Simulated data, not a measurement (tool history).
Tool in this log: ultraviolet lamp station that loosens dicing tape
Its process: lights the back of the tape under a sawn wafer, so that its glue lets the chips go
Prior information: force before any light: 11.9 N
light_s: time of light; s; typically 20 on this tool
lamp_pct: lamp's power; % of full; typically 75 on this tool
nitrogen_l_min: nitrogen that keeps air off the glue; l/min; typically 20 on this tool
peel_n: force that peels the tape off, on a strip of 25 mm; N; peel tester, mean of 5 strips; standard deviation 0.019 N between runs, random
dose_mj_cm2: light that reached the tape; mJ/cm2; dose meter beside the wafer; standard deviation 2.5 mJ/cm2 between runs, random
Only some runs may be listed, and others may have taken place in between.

{"run": 1, "hour": 0.0, "light_s": 20, "lamp_pct": 75, "nitrogen_l_min": 20, "peel_n": 1.529, "dose_mj_cm2": 235}
{"run": 2, "hour": 9.2, "light_s": 20, "lamp_pct": 75, "nitrogen_l_min": 20, "peel_n": 1.498, "dose_mj_cm2": 236}
{"run": 3, "hour": 17.9, "light_s": 20, "lamp_pct": 75, "nitrogen_l_min": 20, "peel_n": 1.484, "dose_mj_cm2": 232}
{"run": 4, "hour": 34.5, "light_s": 20, "lamp_pct": 96, "nitrogen_l_min": 20, "peel_n": 0.947, "dose_mj_cm2": 301}
{"run": 5, "hour": 46.8, "light_s": 20, "lamp_pct": 75, "nitrogen_l_min": 20, "peel_n": 1.546, "dose_mj_cm2": 230}
{"run": 6, "hour": 60.6, "light_s": 20, "lamp_pct": 75, "nitrogen_l_min": 20, "peel_n": 1.581, "dose_mj_cm2": 233}
{"run": 7, "hour": 73.4, "light_s": 20, "lamp_pct": 75, "nitrogen_l_min": 20, "peel_n": 1.582, "dose_mj_cm2": 229}
{"run": 8, "hour": 89.6, "light_s": 12, "lamp_pct": 75, "nitrogen_l_min": 20, "peel_n": 3.535, "dose_mj_cm2": 136}
{"run": 9, "hour": 98.6, "light_s": 12, "lamp_pct": 75, "nitrogen_l_min": 20, "peel_n": 3.538, "dose_mj_cm2": 139}
{"run": 10, "hour": 111.6, "light_s": 12, "lamp_pct": 75, "nitrogen_l_min": 20, "peel_n": 3.545, "dose_mj_cm2": 139}
{"hour": 119.6, "done": "window cleaned of glue's vapour"}
{"run": 11, "hour": 125.0, "light_s": 20, "lamp_pct": 75, "nitrogen_l_min": 20, "peel_n": 1.343, "dose_mj_cm2": 248}
{"run": 12, "hour": 138.9, "light_s": 20, "lamp_pct": 75, "nitrogen_l_min": 20, "peel_n": 1.373, "dose_mj_cm2": 247}
{"run": 13, "hour": 155.1, "light_s": 20, "lamp_pct": 75, "nitrogen_l_min": 21, "peel_n": 1.328, "dose_mj_cm2": 246}
{"run": 14, "hour": 166.7, "light_s": 20, "lamp_pct": 75, "nitrogen_l_min": 21, "peel_n": 1.351, "dose_mj_cm2": 248}
{"run": 15, "hour": 176.5, "light_s": 20, "lamp_pct": 75, "nitrogen_l_min": 14, "peel_n": 1.784, "dose_mj_cm2": 242}
{"run": 16, "hour": 191.3, "light_s": 20, "lamp_pct": 75, "nitrogen_l_min": 14, "peel_n": 1.793, "dose_mj_cm2": 243}
{"run": 17, "hour": 203.8, "light_s": 13, "lamp_pct": 69, "nitrogen_l_min": 7, "peel_n": 5.051, "dose_mj_cm2": 145}
{"run": 18, "hour": 214.1, "light_s": 13, "lamp_pct": 69, "nitrogen_l_min": 7, "peel_n": 4.895, "dose_mj_cm2": 145}
{"run": 19, "hour": 226.6, "light_s": 13, "lamp_pct": 69, "nitrogen_l_min": 7, "peel_n": 5.074, "dose_mj_cm2": 143}
{"run": 20, "hour": 236.2, "light_s": 15, "lamp_pct": 75, "nitrogen_l_min": 9, "peel_n": 3.575, "dose_mj_cm2": 179}
{"run": 21, "hour": 247.4, "light_s": 15, "lamp_pct": 66, "nitrogen_l_min": 9, "peel_n": 4.021, "dose_mj_cm2": 155}
{"run": 22, "hour": 260.6, "light_s": 15, "lamp_pct": 66, "nitrogen_l_min": 9, "peel_n": 4.18, "dose_mj_cm2": 154}
{"run": 23, "hour": 269.0, "light_s": 15, "lamp_pct": 99, "nitrogen_l_min": 20, "peel_n": 1.561, "dose_mj_cm2": 235}
{"run": 24, "hour": 286.7, "light_s": 36, "lamp_pct": 99, "nitrogen_l_min": 20, "peel_n": 0.269, "dose_mj_cm2": 554}
{"run": 25, "hour": 294.7, "light_s": 20, "lamp_pct": 77, "nitrogen_l_min": 20, "peel_n": 1.492, "dose_mj_cm2": 240}
{"run": 26, "hour": 309.4, "light_s": 27, "lamp_pct": 77, "nitrogen_l_min": 10, "peel_n": 1.352, "dose_mj_cm2": 327}
{"run": 27, "hour": 320.0, "light_s": 27, "lamp_pct": 77, "nitrogen_l_min": 10, "peel_n": 1.362, "dose_mj_cm2": 321}
{"run": 28, "hour": 337.7, "light_s": 17, "lamp_pct": 71, "nitrogen_l_min": 8, "peel_n": 3.675, "dose_mj_cm2": 183}
{"run": 29, "hour": 345.3, "light_s": 18, "lamp_pct": 91, "nitrogen_l_min": 8, "peel_n": 2.383, "dose_mj_cm2": 249}

Run 30 comes next. What will it give?
{"run": 30, "hour": 354.1, "light_s": 18, "lamp_pct": 91, "nitrogen_l_min": 30, "peel_n": "?", "dose_mj_cm2": "?"}

peel_n: 1.021 N
dose_mj_cm2: 250 mJ/cm2
Take away the tool's hidden state, keep the run-to-run variation as it was, and the same run would have given peel_n 0.548 N, dose_mj_cm2 330 mJ/cm2.
